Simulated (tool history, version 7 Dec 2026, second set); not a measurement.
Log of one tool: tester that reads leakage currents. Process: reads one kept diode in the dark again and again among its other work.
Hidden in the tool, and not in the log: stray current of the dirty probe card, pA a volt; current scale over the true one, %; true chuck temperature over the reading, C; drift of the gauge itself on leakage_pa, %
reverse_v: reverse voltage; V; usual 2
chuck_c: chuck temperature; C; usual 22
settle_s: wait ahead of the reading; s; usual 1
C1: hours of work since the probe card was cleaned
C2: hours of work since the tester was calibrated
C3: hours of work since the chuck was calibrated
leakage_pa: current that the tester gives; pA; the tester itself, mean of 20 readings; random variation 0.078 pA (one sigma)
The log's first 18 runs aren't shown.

{"run": 19, "day": 47.288, "reverse_v": 2, "chuck_c": 22, "settle_s": 1, "C1": 1415, "C2": 1064, "C3": 310, "leakage_pa": 21.08}
{"run": 20, "day": 49.279, "reverse_v": 2, "chuck_c": 36, "settle_s": 1, "C1": 1442, "C2": 1091, "C3": 337, "leakage_pa": 54.83}
{"run": 21, "day": 51.846, "reverse_v": 1.12, "chuck_c": 51, "settle_s": 0.78, "C1": 1476, "C2": 1126, "C3": 371, "leakage_pa": 100.02}
{"run": 22, "day": 53.858, "reverse_v": 5.39, "chuck_c": 20, "settle_s": 8.07, "C1": 1503, "C2": 1153, "C3": 398, "leakage_pa": 33.78}
{"day": 54.196, "done": "tester calibrated"}
{"run": 23, "day": 57.225, "reverse_v": 3.01, "chuck_c": 22, "settle_s": 2.76, "C1": 1548, "C2": 41, "C3": 443, "leakage_pa": 27.18}
{"run": 24, "day": 60.25, "reverse_v": 1.61, "chuck_c": 35, "settle_s": 1, "C1": 1588, "C2": 82, "C3": 483, "leakage_pa": 44.7}
{"run": 25, "day": 63.204, "reverse_v": 1.61, "chuck_c": 35, "settle_s": 1, "C1": 1628, "C2": 122, "C3": 523, "leakage_pa": 44.7}
{"run": 26, "day": 66.329, "reverse_v": 1.61, "chuck_c": 35, "settle_s": 1, "C1": 1670, "C2": 164, "C3": 565, "leakage_pa": 44.58}
{"run": 27, "day": 68.25, "reverse_v": 9.97, "chuck_c": 35, "settle_s": 0.42, "C1": 1696, "C2": 190, "C3": 591, "leakage_pa": 140.05}
{"run": 28, "day": 70.342, "reverse_v": 12.8, "chuck_c": 53, "settle_s": 2.12, "C1": 1725, "C2": 218, "C3": 620, "leakage_pa": 489.99}
{"run": 29, "day": 72.792, "reverse_v": 2, "chuck_c": 46, "settle_s": 1, "C1": 1758, "C2": 251, "C3": 653, "leakage_pa": 103.8}
{"day": 75.721, "done": "tester calibrated, once more"}
{"run": 30, "day": 76.758, "reverse_v": 19.81, "chuck_c": 22, "settle_s": 1.32, "C1": 1810, "C2": 14, "C3": 705, "leakage_pa": 93.41}
{"run": 31, "day": 80.479, "reverse_v": 1.95, "chuck_c": 28, "settle_s": 0.6, "C1": 1860, "C2": 64, "C3": 755, "leakage_pa": 31.24}
{"run": 32, "day": 84.233, "reverse_v": 1.01, "chuck_c": 38, "settle_s": 0.6, "C1": 1911, "C2": 115, "C3": 806, "leakage_pa": 40.5}
{"run": 33, "day": 86.112, "reverse_v": 10.44, "chuck_c": 30, "settle_s": 0.6, "C1": 1936, "C2": 140, "C3": 831, "leakage_pa": 103.4}
{"run": 34, "day": 88.596, "reverse_v": 18.51, "chuck_c": 29, "settle_s": 3.14, "C1": 1970, "C2": 174, "C3": 865, "leakage_pa": 136.81}
{"run": 35, "day": 90.996, "reverse_v": 2.06, "chuck_c": 29, "settle_s": 2.55, "C1": 2002, "C2": 206, "C3": 897, "leakage_pa": 34.08}
{"run": 36, "day": 94.458, "reverse_v": 7.18, "chuck_c": 39, "settle_s": 0.57, "C1": 2049, "C2": 253, "C3": 944, "leakage_pa": 142.59}
{"run": 37, "day": 98.025, "reverse_v": 7.18, "chuck_c": 39, "settle_s": 0.57, "C1": 2097, "C2": 301, "C3": 992, "leakage_pa": 143.24}
{"run": 38, "day": 99.754, "reverse_v": 7.18, "chuck_c": 39, "settle_s": 0.57, "C1": 2120, "C2": 324, "C3": 1015, "leakage_pa": 142.62}
{"run": 39, "day": 103.321, "reverse_v": 7.18, "chuck_c": 39, "settle_s": 0.57, "C1": 2168, "C2": 372, "C3": 1063, "leakage_pa": 143.11}
{"run": 40, "day": 105.692, "reverse_v": 2, "chuck_c": 22, "settle_s": 0.39, "C1": 2200, "C2": 404, "C3": 1095, "leakage_pa": 21.61}

Forecast each of these 4 alternatives for the next run:
{"run": "A", "day": 108.204, "reverse_v": 2, "chuck_c": 45, "settle_s": 0.48, "C1": 2234, "C2": 438, "C3": 1129, "leakage_pa": "?"}
{"run": "B", "day": 108.204, "reverse_v": 3.88, "chuck_c": 32, "settle_s": 7.51, "C1": 2234, "C2": 438, "C3": 1129, "leakage_pa": "?"}
{"run": "C", "day": 108.204, "reverse_v": 8.18, "chuck_c": 24, "settle_s": 0.97, "C1": 2234, "C2": 438, "C3": 1129, "leakage_pa": "?"}
{"run": "D", "day": 108.204, "reverse_v": 7.84, "chuck_c": 22, "settle_s": 0.39, "C1": 2234, "C2": 438, "C3": 1129, "leakage_pa": "?"}

run=A leakage_pa=94.87
run=B leakage_pa=61.29
run=C leakage_pa=60
run=D leakage_pa=53.74
Without the tool's hidden state the same runs would have given:
run=A leakage_pa=97.05
run=B leakage_pa=60.12
run=C leakage_pa=54.11
run=D leakage_pa=47.79
